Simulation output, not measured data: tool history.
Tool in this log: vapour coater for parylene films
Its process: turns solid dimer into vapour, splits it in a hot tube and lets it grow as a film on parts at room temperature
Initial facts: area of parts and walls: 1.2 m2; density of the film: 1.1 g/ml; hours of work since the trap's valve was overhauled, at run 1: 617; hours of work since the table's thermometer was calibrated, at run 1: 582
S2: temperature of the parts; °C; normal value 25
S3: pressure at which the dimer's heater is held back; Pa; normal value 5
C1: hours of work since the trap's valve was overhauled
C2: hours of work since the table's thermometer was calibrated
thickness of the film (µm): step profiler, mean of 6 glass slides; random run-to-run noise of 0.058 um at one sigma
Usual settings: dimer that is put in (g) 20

{"run": 1, "hour": 0.0, "dimer that is put in (g)": 20, "S2": 25, "S3": 5, "C1": 617, "C2": 582, "thickness of the film (µm)": 6.05}
{"run": 2, "hour": 21.8, "dimer that is put in (g)": 20, "S2": 25, "S3": 5, "C1": 634, "C2": 598, "thickness of the film (µm)": 6.06}
{"run": 3, "hour": 47.9, "dimer that is put in (g)": 20, "S2": 25, "S3": 5, "C1": 653, "C2": 618, "thickness of the film (µm)": 5.99}
{"hour": 76.4, "done": "trap's valve overhauled"}
{"run": 4, "hour": 83.6, "dimer that is put in (g)": 20, "S2": 25, "S3": 5, "C1": 5, "C2": 641, "thickness of the film (µm)": 6.94}
{"run": 5, "hour": 115.5, "dimer that is put in (g)": 20, "S2": 25, "S3": 5, "C1": 29, "C2": 665, "thickness of the film (µm)": 6.97}
{"run": 6, "hour": 138.3, "dimer that is put in (g)": 20, "S2": 25, "S3": 5, "C1": 47, "C2": 683, "thickness of the film (µm)": 6.88}
{"run": 7, "hour": 169.2, "dimer that is put in (g)": 20, "S2": 25, "S3": 5, "C1": 70, "C2": 706, "thickness of the film (µm)": 6.89}
{"run": 8, "hour": 186.5, "dimer that is put in (g)": 20, "S2": 25, "S3": 5, "C1": 83, "C2": 719, "thickness of the film (µm)": 6.9}
{"run": 9, "hour": 213.6, "dimer that is put in (g)": 20, "S2": 25, "S3": 5, "C1": 103, "C2": 739, "thickness of the film (µm)": 6.75}
{"run": 10, "hour": 236.0, "dimer that is put in (g)": 20, "S2": 25, "S3": 5, "C1": 120, "C2": 756, "thickness of the film (µm)": 6.88}
{"run": 11, "hour": 261.7, "dimer that is put in (g)": 20, "S2": 25, "S3": 5, "C1": 139, "C2": 775, "thickness of the film (µm)": 6.88}
{"run": 12, "hour": 285.5, "dimer that is put in (g)": 20, "S2": 25, "S3": 5, "C1": 157, "C2": 793, "thickness of the film (µm)": 6.77}
{"run": 13, "hour": 312.5, "dimer that is put in (g)": 20, "S2": 25, "S3": 5, "C1": 178, "C2": 814, "thickness of the film (µm)": 6.73}
{"run": 14, "hour": 327.2, "dimer that is put in (g)": 20, "S2": 25, "S3": 5, "C1": 189, "C2": 825, "thickness of the film (µm)": 6.7}
{"run": 15, "hour": 345.5, "dimer that is put in (g)": 20, "S2": 25, "S3": 5, "C1": 202, "C2": 838, "thickness of the film (µm)": 6.63}
{"run": 16, "hour": 366.1, "dimer that is put in (g)": 20, "S2": 25, "S3": 5, "C1": 218, "C2": 854, "thickness of the film (µm)": 6.78}
{"run": 17, "hour": 396.3, "dimer that is put in (g)": 25, "S2": 25, "S3": 6.4, "C1": 241, "C2": 877, "thickness of the film (µm)": 8.08}
{"run": 18, "hour": 422.9, "dimer that is put in (g)": 29, "S2": 19, "S3": 4.29, "C1": 261, "C2": 897, "thickness of the film (µm)": 13.27}
{"run": 19, "hour": 447.8, "dimer that is put in (g)": 11, "S2": 18, "S3": 6.73, "C1": 279, "C2": 915, "thickness of the film (µm)": 4.96}
{"run": 20, "hour": 464.2, "dimer that is put in (g)": 27, "S2": 28, "S3": 2.62, "C1": 292, "C2": 928, "thickness of the film (µm)": 8.34}
{"run": 21, "hour": 482.9, "dimer that is put in (g)": 27, "S2": 21, "S3": 7.45, "C1": 306, "C2": 942, "thickness of the film (µm)": 10.18}
{"run": 22, "hour": 518.0, "dimer that is put in (g)": 20, "S2": 23, "S3": 5, "C1": 332, "C2": 968, "thickness of the film (µm)": 7.12}
{"run": 23, "hour": 551.7, "dimer that is put in (g)": 20, "S2": 23, "S3": 5, "C1": 357, "C2": 994, "thickness of the film (µm)": 7.24}
{"run": 24, "hour": 586.9, "dimer that is put in (g)": 11, "S2": 20, "S3": 5, "C1": 384, "C2": 1020, "thickness of the film (µm)": 4.52}
{"run": 25, "hour": 606.4, "dimer that is put in (g)": 32, "S2": 22, "S3": 9.96, "C1": 399, "C2": 1035, "thickness of the film (µm)": 10.95}
{"run": 26, "hour": 624.4, "dimer that is put in (g)": 32, "S2": 22, "S3": 9.96, "C1": 412, "C2": 1048, "thickness of the film (µm)": 10.79}
{"run": 27, "hour": 639.0, "dimer that is put in (g)": 21, "S2": 18, "S3": 5, "C1": 423, "C2": 1059, "thickness of the film (µm)": 9.51}
{"run": 28, "hour": 653.7, "dimer that is put in (g)": 18, "S2": 22, "S3": 9.65, "C1": 434, "C2": 1070, "thickness of the film (µm)": 6.13}
{"run": 29, "hour": 677.1, "dimer that is put in (g)": 8, "S2": 19, "S3": 8.12, "C1": 452, "C2": 1088, "thickness of the film (µm)": 3.23}
{"run": 30, "hour": 701.9, "dimer that is put in (g)": 12, "S2": 19, "S3": 4.73, "C1": 470, "C2": 1106, "thickness of the film (µm)": 5.21}

Some steps in thickness of the film (µm), run to run, broken into two amounts with sign: the step expected even without the hidden condition (settings, incoming material, random variation), and the rest, left for the hidden condition together with whatever gauge scatter is not in both the measured and the hidden-condition-free result:
What the log doesn't record here: vapour lost through the trap's worn valve, %; true temperature of the parts over the reading, C; drift of the gauge itself on film_um, %.
Run 3 -> 4: trap's valve overhauled. thickness of the film (µm) +0.95: hidden state +0.98, all else -0.03.
Run 17 -> 18: dimer that is put in (g) 25 -> 29, S2 25 -> 19, S3 6.4 -> 4.29. thickness of the film (µm) +5.19: hidden state -0.19, all else +5.38.
Run 18 -> 19: dimer that is put in (g) 29 -> 11, S2 19 -> 18, S3 4.29 -> 6.73. thickness of the film (µm) -8.31: hidden state +0.22, all else -8.53.
Run 24 -> 25: dimer that is put in (g) 11 -> 32, S2 20 -> 22, S3 5 -> 9.96. thickness of the film (µm) +6.43: hidden state -0.36, all else +6.79.
